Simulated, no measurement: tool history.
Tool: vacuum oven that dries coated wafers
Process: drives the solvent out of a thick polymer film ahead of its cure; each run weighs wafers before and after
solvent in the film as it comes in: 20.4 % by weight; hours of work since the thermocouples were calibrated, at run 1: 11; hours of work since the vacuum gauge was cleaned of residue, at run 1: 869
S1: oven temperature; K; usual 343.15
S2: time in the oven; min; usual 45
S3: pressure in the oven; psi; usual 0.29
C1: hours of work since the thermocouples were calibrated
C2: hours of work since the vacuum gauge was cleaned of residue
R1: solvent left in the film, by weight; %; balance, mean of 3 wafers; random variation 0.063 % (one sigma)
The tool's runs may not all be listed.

run	hour	S1	S2	S3	C1	C2	R1
1	0	343.15	45	0.29	11	869	4.23
2	35.3	343.15	45	0.29	33	891	4.17
3	61.3	343.15	45	0.29	49	908	4.26
4	97.3	343.15	45	0.992	72	930	9.15
5	127.2	343.15	45	0.29	91	949	4.32
6	180.9	330.15	80	0.405	124	983	8.25
7	231.7	330.15	80	0.405	156	1015	8.32
8	262	341.15	27	0.19	175	1034	6.82
9	291.5	356.15	65	0.186	194	1052	1.17
10	330.9	343.15	43	0.355	218	1077	4.89

The same runs without the tool's hidden state, with the same run-to-run variation:
The hidden state here: true wafer temperature over the reading, C; true pressure over the reading, kPa; drift of the gauge itself on solvent_pct, %.
run	R1
1	3.94
2	3.87
3	3.95
4	8.85
5	3.97
6	7.61
7	7.64
8	6.44
9	0.88
10	4.43
